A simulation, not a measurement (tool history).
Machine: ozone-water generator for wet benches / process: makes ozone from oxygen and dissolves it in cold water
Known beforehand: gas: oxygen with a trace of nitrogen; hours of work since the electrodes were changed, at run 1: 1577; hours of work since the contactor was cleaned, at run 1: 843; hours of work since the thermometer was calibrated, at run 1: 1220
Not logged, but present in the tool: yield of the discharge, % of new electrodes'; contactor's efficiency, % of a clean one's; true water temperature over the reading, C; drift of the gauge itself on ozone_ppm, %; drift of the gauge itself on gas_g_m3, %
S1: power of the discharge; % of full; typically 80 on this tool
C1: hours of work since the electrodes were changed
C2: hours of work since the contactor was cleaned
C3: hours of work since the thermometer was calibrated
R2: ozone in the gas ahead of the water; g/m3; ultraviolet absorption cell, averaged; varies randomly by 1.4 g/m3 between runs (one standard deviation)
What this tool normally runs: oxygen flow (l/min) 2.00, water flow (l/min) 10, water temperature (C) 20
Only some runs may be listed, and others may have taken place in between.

run 1 hour=0.0 | S1=80 oxygen_flow_(l/min)=2.00 water_flow_(l/min)=10 water_temperature_(C)=20 | C1=1577 C2=843 C3=1220 | dissolved_ozone_(ppm)=23.1 R2=264.9
run 2 hour=48.0 | S1=80 oxygen_flow_(l/min)=2.00 water_flow_(l/min)=10 water_temperature_(C)=20 | C1=1622 C2=888 C3=1266 | dissolved_ozone_(ppm)=23.1 R2=262.4
run 3 hour=113.0 | S1=80 oxygen_flow_(l/min)=2.00 water_flow_(l/min)=10 water_temperature_(C)=20 | C1=1684 C2=949 C3=1327 | dissolved_ozone_(ppm)=22.9 R2=264.5
run 4 hour=152.0 | S1=63 oxygen_flow_(l/min)=2.00 water_flow_(l/min)=10 water_temperature_(C)=20 | C1=1721 C2=986 C3=1364 | dissolved_ozone_(ppm)=20.5 R2=231.8
run 5 hour=243.2 | S1=80 oxygen_flow_(l/min)=2.00 water_flow_(l/min)=10 water_temperature_(C)=14 | C1=1807 C2=1072 C3=1450 | dissolved_ozone_(ppm)=25.0 R2=264.1
run 6 hour=288.9 | S1=80 oxygen_flow_(l/min)=2.00 water_flow_(l/min)=10 water_temperature_(C)=21 | C1=1850 C2=1116 C3=1493 | dissolved_ozone_(ppm)=22.8 R2=261.5
run 7 hour=338.2 | S1=80 oxygen_flow_(l/min)=2.00 water_flow_(l/min)=10 water_temperature_(C)=21 | C1=1897 C2=1162 C3=1540 | dissolved_ozone_(ppm)=22.7 R2=261.3
run 8 hour=429.9 | S1=80 oxygen_flow_(l/min)=2.00 water_flow_(l/min)=10 water_temperature_(C)=21 | C1=1983 C2=1249 C3=1626 | dissolved_ozone_(ppm)=22.7 R2=262.7
run 9 hour=472.0 | S1=80 oxygen_flow_(l/min)=2.00 water_flow_(l/min)=10 water_temperature_(C)=21 | C1=2023 C2=1289 C3=1666 | dissolved_ozone_(ppm)=22.8 R2=259.4
run 10 hour=542.1 | S1=61 oxygen_flow_(l/min)=1.58 water_flow_(l/min)=10 water_temperature_(C)=20 | C1=2089 C2=1355 C3=1732 | dissolved_ozone_(ppm)=19.0 R2=254.3
run 11 hour=626.9 | S1=80 oxygen_flow_(l/min)=2.14 water_flow_(l/min)=11 water_temperature_(C)=19 | C1=2170 C2=1435 C3=1813 | dissolved_ozone_(ppm)=21.3 R2=251.5
run 12 hour=678.8 | S1=80 oxygen_flow_(l/min)=2.14 water_flow_(l/min)=14 water_temperature_(C)=15 | C1=2219 C2=1484 C3=1862 | dissolved_ozone_(ppm)=17.3 R2=251.5
run 13 hour=747.4 | S1=80 oxygen_flow_(l/min)=2.14 water_flow_(l/min)=14 water_temperature_(C)=15 | C1=2283 C2=1549 C3=1926 | dissolved_ozone_(ppm)=16.9 R2=249.3
run 14 hour=803.4 | S1=80 oxygen_flow_(l/min)=2.14 water_flow_(l/min)=14 water_temperature_(C)=15 | C1=2336 C2=1602 C3=1979 | dissolved_ozone_(ppm)=17.1 R2=253.6
run 15 hour=891.5 | S1=61 oxygen_flow_(l/min)=2.00 water_flow_(l/min)=8 water_temperature_(C)=20 | C1=2420 C2=1685 C3=2063 | dissolved_ozone_(ppm)=24.1 R2=226.4

Consider 4 possible next runs. They are alternatives, not a sequence: every one starts from the tool as it was left by run 15. What does each give?
run A hour=961.4 | S1=61 oxygen_flow_(l/min)=2.00 water_flow_(l/min)=7 water_temperature_(C)=13 | C1=2486 C2=1751 C3=2129 | dissolved_ozone_(ppm)=? R2=?
run B hour=961.4 | S1=61 oxygen_flow_(l/min)=2.00 water_flow_(l/min)=8 water_temperature_(C)=14 | C1=2486 C2=1751 C3=2129 | dissolved_ozone_(ppm)=? R2=?
run C hour=961.4 | S1=42 oxygen_flow_(l/min)=2.00 water_flow_(l/min)=11 water_temperature_(C)=13 | C1=2486 C2=1751 C3=2129 | dissolved_ozone_(ppm)=? R2=?
run D hour=961.4 | S1=80 oxygen_flow_(l/min)=3.48 water_flow_(l/min)=7 water_temperature_(C)=21 | C1=2486 C2=1751 C3=2129 | dissolved_ozone_(ppm)=? R2=?

run=A dissolved_ozone_(ppm)=29.7 R2=223.8
run=B dissolved_ozone_(ppm)=25.9 R2=225.1
run=C dissolved_ozone_(ppm)=15.9 R2=185.2
run=D dissolved_ozone_(ppm)=29.5 R2=199.6
With no hidden state in the tool, these same runs would have given:
run=A dissolved_ozone_(ppm)=31.5 R2=232.7
run=B dissolved_ozone_(ppm)=27.5 R2=234.0
run=C dissolved_ozone_(ppm)=16.8 R2=190.8
run=D dissolved_ozone_(ppm)=31.5 R2=208.7
